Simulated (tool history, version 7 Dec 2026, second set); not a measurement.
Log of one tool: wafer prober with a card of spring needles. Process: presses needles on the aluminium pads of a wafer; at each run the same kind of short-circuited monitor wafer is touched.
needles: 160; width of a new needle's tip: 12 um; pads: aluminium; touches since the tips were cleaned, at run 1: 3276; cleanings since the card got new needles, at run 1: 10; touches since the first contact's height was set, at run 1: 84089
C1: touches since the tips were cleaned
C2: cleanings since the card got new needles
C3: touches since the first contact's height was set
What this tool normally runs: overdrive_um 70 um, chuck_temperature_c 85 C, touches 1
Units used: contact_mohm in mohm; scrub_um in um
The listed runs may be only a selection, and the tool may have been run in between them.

Run 1, hour 0: usual settings; C1 3276; C2 10; C3 84089. Result: contact_mohm 264 mohm, scrub_um 18.23 um.
At hour 6: tips cleaned on abrasive film.
Run 2, hour 8.9: usual settings; C1 1906; C2 11; C3 89956. Result: contact_mohm 279 mohm, scrub_um 18.24 um.
At hour 16.9: tips cleaned on abrasive film.
Run 3, hour 19.2: usual settings; C1 1535; C2 12; C3 96738. Result: contact_mohm 259 mohm, scrub_um 18.28 um.
Run 4, hour 23.7: usual settings; C1 4536; C2 12; C3 99739. Result: contact_mohm 265 mohm, scrub_um 18.1 um.
At hour 27.8: tips cleaned on abrasive film.
Run 5, hour 28.9: usual settings; C1 769; C2 13; C3 103160. Result: contact_mohm 259 mohm, scrub_um 18.15 um.
At hour 35.6: tips cleaned on abrasive film, once more.
Run 6, hour 38.4: usual settings but touches 2; C1 1850; C2 14; C3 109393. Result: contact_mohm 254 mohm, scrub_um 18.12 um.
At hour 46.9: tips cleaned on abrasive film.
Run 7, hour 47.8: usual settings but touches 2; C1 608; C2 15; C3 115585. Result: contact_mohm 252 mohm, scrub_um 18.05 um.
Run 8, hour 54.3: usual settings but overdrive_um 60 um, chuck_temperature_c 70 C, touches 3; C1 4917; C2 15; C3 119894. Result: contact_mohm 257 mohm, scrub_um 15.51 um.
At hour 57.6: tips cleaned on abrasive film.
Run 9, hour 64: usual settings but overdrive_um 60 um, chuck_temperature_c 70 C, touches 3; C1 4298; C2 16; C3 126315. Result: contact_mohm 253 mohm, scrub_um 15.44 um.
At hour 68.4: tips cleaned on abrasive film.
Run 10, hour 73.2: usual settings but chuck_temperature_c 50 C; C1 3157; C2 17; C3 132325. Result: contact_mohm 255 mohm, scrub_um 18.22 um.
At hour 79.6: tips cleaned on abrasive film.
Run 11, hour 80.5: usual settings but chuck_temperature_c 50 C; C1 571; C2 18; C3 137149. Result: contact_mohm 242 mohm, scrub_um 17.97 um.
Run 12, hour 86.8: usual settings but chuck_temperature_c 50 C; C1 4797; C2 18; C3 141375. Result: contact_mohm 258 mohm, scrub_um 17.97 um.
At hour 90.4: tips cleaned on abrasive film.
Run 13, hour 92.3: usual settings but overdrive_um 52 um, chuck_temperature_c 48 C, touches 2; C1 1259; C2 19; C3 144906. Result: contact_mohm 246 mohm, scrub_um 13.06 um.

Pick out some run-to-run changes in contact_mohm. Of each, how much would a tool without hidden state show as well, from the settings, what came in and chance, and how much is left for the hidden state and any gauge scatter not in both results compared?
Hidden state at play: debris on the tips, nm; way that the needles fall short of the set height, um; tips' diameter, um; drift of the gauge itself on contact_mohm, %; drift of the gauge itself on scrub_um, %.
Run 2 -> 3: tips cleaned on abrasive film. contact_mohm -20 mohm: hidden state -22, all else +2.
